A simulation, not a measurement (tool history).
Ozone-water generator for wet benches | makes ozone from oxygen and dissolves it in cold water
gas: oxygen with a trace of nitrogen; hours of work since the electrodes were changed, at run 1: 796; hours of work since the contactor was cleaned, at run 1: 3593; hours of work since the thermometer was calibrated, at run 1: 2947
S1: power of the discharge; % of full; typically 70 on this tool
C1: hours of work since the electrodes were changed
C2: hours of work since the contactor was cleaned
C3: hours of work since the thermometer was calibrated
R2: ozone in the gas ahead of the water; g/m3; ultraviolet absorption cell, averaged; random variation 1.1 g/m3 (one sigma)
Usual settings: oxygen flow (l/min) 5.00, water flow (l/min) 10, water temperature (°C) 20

Run 1, hour 0.0: usual settings; C1 796; C2 3593; C3 2947. Result: dissolved ozone (ppm) 19.8, R2 190.2 g/m3.
Run 2, hour 101.5: usual settings but water temperature (°C) 25; C1 888; C2 3685; C3 3040. Result: dissolved ozone (ppm) 18.1, R2 188.2 g/m3.
Run 3, hour 226.3: usual settings but S1 42 % of full; C1 1002; C2 3798; C3 3153. Result: dissolved ozone (ppm) 15.1, R2 145.8 g/m3.
Run 4, hour 317.3: usual settings but S1 42 % of full; C1 1084; C2 3881; C3 3236. Result: dissolved ozone (ppm) 15.1, R2 146.6 g/m3.
Run 5, hour 390.8: usual settings but S1 90 % of full; C1 1151; C2 3948; C3 3302. Result: dissolved ozone (ppm) 22.8, R2 219.5 g/m3.
Run 6, hour 552.9: usual settings; C1 1298; C2 4095; C3 3450. Result: dissolved ozone (ppm) 19.9, R2 192.7 g/m3.
Run 7, hour 641.6: usual settings; C1 1379; C2 4176; C3 3530. Result: dissolved ozone (ppm) 20.0, R2 192.5 g/m3.
Run 8, hour 753.6: usual settings but oxygen flow (l/min) 7.71, water temperature (°C) 25; C1 1481; C2 4277; C3 3632. Result: dissolved ozone (ppm) 15.2, R2 143.5 g/m3.
Run 9, hour 865.9: usual settings but S1 62 % of full, oxygen flow (l/min) 8.71, water flow (l/min) 11, water temperature (°C) 18; C1 1583; C2 4379; C3 3734. Result: dissolved ozone (ppm) 15.0, R2 122.6 g/m3.

Expected results for the next run?
Run 10, hour 1017.3: usual settings but S1 64 % of full, water temperature (°C) 23; C1 1720; C2 4517; C3 3872. Result: dissolved ozone (ppm) ?, R2 ?.

Run 10 produced dissolved ozone (ppm) 17.6, R2 182.5 g/m3.
With no hidden state in the tool, this same run would have given dissolved ozone (ppm) 17.6, R2 181.3 g/m3.

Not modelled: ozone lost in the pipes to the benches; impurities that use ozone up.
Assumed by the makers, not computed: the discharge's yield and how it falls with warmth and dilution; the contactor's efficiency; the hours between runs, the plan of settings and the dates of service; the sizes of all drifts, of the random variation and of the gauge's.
